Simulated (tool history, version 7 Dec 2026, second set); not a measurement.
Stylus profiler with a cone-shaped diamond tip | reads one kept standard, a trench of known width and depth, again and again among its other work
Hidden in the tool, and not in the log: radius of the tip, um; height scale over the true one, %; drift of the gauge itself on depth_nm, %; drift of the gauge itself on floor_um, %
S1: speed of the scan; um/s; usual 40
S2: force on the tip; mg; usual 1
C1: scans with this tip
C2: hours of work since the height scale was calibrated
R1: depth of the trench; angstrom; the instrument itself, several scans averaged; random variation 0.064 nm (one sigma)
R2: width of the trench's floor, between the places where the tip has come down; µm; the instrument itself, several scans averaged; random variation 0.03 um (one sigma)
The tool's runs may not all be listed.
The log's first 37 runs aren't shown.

Run 38, hour 616.3: usual settings but S1 11 um/s, S2 1.99 mg; C1 5288; C2 533. Result: R1 5063 angstrom, R2 96.96 µm.
Run 39, hour 634.1: usual settings but S1 137 um/s, S2 0.58 mg; C1 5390; C2 543. Result: R1 5024.6 angstrom, R2 95.3 µm.
Run 40, hour 651.7: usual settings but S1 137 um/s, S2 0.58 mg; C1 5492; C2 554. Result: R1 5025.3 angstrom, R2 95.32 µm.
Run 41, hour 673.1: usual settings but S1 53 um/s, S2 0.42 mg; C1 5615; C2 566. Result: R1 5015.8 angstrom, R2 96.2 µm.
Run 42, hour 691.6: usual settings but S1 75 um/s, S2 0.43 mg; C1 5721; C2 577. Result: R1 5017.8 angstrom, R2 95.96 µm.
Run 43, hour 710.4: usual settings but S1 75 um/s, S2 0.43 mg; C1 5829; C2 588. Result: R1 5018.2 angstrom, R2 95.91 µm.
Run 44, hour 727: usual settings but S1 18 um/s, S2 0.48 mg; C1 5925; C2 597. Result: R1 5021.1 angstrom, R2 96.69 µm.
Run 45, hour 749.1: usual settings but S1 122 um/s, S2 0.35 mg; C1 6052; C2 610. Result: R1 5014.9 angstrom, R2 95.01 µm.
Run 46, hour 758.9: usual settings but S1 122 um/s, S2 0.35 mg; C1 6108; C2 616. Result: R1 5016 angstrom, R2 95.02 µm.

5 ways to go on from here, each from the tool as it stands after run 46. What would each give?
Run A, hour 780.7: usual settings but S1 60 um/s, S2 0.43 mg; C1 6234; C2 628. Result: R1 ?, R2 ?.
Run B, hour 780.7: usual settings but S1 21 um/s, S2 1.67 mg; C1 6234; C2 628. Result: R1 ?, R2 ?.
Run C, hour 780.7: usual settings but S2 0.35 mg; C1 6234; C2 628. Result: R1 ?, R2 ?.
Run D, hour 780.7: usual settings but S1 139 um/s; C1 6234; C2 628. Result: R1 ?, R2 ?.
Run E, hour 780.7: usual settings but S1 16 um/s, S2 2.3 mg; C1 6234; C2 628. Result: R1 ?, R2 ?.

run      R1     R2
  A  5018.6  96.13
  B    5055  96.83
  C  5014.5  96.29
  D  5036.7  95.62
  E  5069.5  96.86
Without the tool's hidden state the same runs would have given:
run      R1     R2
  A  5025.6  96.53
  B    5062  97.24
  C  5021.5   96.7
  D  5043.8  96.02
  E  5076.7  97.26

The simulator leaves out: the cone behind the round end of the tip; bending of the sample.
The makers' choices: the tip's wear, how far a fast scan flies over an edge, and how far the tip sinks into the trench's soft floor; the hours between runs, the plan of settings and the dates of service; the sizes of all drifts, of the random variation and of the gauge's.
